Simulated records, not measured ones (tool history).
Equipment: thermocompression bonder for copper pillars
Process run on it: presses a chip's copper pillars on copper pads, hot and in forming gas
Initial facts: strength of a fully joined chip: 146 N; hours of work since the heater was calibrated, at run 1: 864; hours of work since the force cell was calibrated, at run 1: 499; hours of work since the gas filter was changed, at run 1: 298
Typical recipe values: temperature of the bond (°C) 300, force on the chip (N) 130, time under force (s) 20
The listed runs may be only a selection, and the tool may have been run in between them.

| run | hour | temperature of the bond (°C) | force on the chip (N) | time under force (s) | hours of work since the heater was calibrated | hours of work since the force cell was calibrated | hours of work since the gas filter was changed | force that shears a chip off (N) |
|---|---|---|---|---|---|---|---|---|
| 1 | 0 | 300 | 130 | 20 | 864 | 499 | 298 | 69.1 |
| 2 | 8.8 | 300 | 130 | 20 | 870 | 504 | 304 | 70.4 |
| 3 | 18.9 | 300 | 130 | 20 | 876 | 511 | 311 | 70.3 |
|  | 20.9 | forming gas filter changed |
| 4 | 30.8 | 300 | 130 | 20 | 884 | 519 | 7 | 76.2 |
| 5 | 43.4 | 300 | 130 | 20 | 892 | 527 | 15 | 76.9 |
| 6 | 56.7 | 300 | 130 | 20 | 901 | 536 | 24 | 75.7 |
| 7 | 73 | 295 | 130 | 20 | 912 | 547 | 35 | 72.2 |
| 8 | 92.4 | 295 | 130 | 20 | 925 | 560 | 48 | 71.1 |
| 9 | 113.7 | 300 | 134 | 20 | 939 | 574 | 62 | 76.4 |
| 10 | 128.2 | 300 | 130 | 20 | 949 | 584 | 72 | 76.3 |
| 11 | 147.9 | 300 | 130 | 29 | 962 | 597 | 85 | 84 |
| 12 | 161.3 | 300 | 130 | 29 | 971 | 606 | 94 | 83.6 |
| 13 | 175 | 300 | 130 | 29 | 980 | 615 | 103 | 85.3 |
| 14 | 195.9 | 300 | 130 | 29 | 994 | 629 | 117 | 85 |
| 15 | 209 | 300 | 130 | 29 | 1003 | 638 | 126 | 85 |
| 16 | 224.7 | 300 | 130 | 20 | 1013 | 648 | 136 | 75.3 |
| 17 | 244 | 300 | 130 | 20 | 1026 | 661 | 149 | 74.6 |
| 18 | 257.9 | 300 | 130 | 20 | 1035 | 670 | 158 | 74.7 |
| 19 | 270.2 | 300 | 130 | 20 | 1044 | 679 | 166 | 74.7 |
| 20 | 281.2 | 300 | 130 | 20 | 1051 | 686 | 174 | 74.2 |
| 21 | 294.2 | 300 | 155 | 30 | 1060 | 695 | 182 | 90.8 |
| 22 | 315.7 | 300 | 155 | 30 | 1074 | 709 | 197 | 91.5 |
| 23 | 326.7 | 300 | 115 | 17 | 1081 | 716 | 204 | 64.8 |
| 24 | 345.8 | 300 | 81 | 21 | 1094 | 729 | 217 | 56.1 |
|  | 348.7 | force cell calibrated |
| 25 | 358.1 | 279 | 130 | 20 | 1101 | 6 | 224 | 57.6 |
| 26 | 377.9 | 319 | 166 | 24 | 1115 | 19 | 237 | 105 |
| 27 | 395.3 | 319 | 166 | 24 | 1126 | 31 | 249 | 105.8 |
| 28 | 405.6 | 325 | 117 | 20 | 1133 | 38 | 256 | 89.7 |
| 29 | 421 | 310 | 117 | 20 | 1143 | 48 | 266 | 76.7 |
|  | 428.6 | force cell calibrated, once more |
| 30 | 443.8 | 296 | 130 | 59 | 1158 | 10 | 280 | 95.8 |
| 31 | 459.7 | 317 | 87 | 48 | 1168 | 21 | 291 | 88.5 |

Forecast run 32:
| 32 | 473.4 | 313 | 130 | 27 | 1177 | 30 | 300 | ? |

{"run 32": {"force that shears a chip off (N)": 89.2}}
On a tool with no hidden condition, and with the same random variation, this run would have come out at force that shears a chip off (N) 88.8.
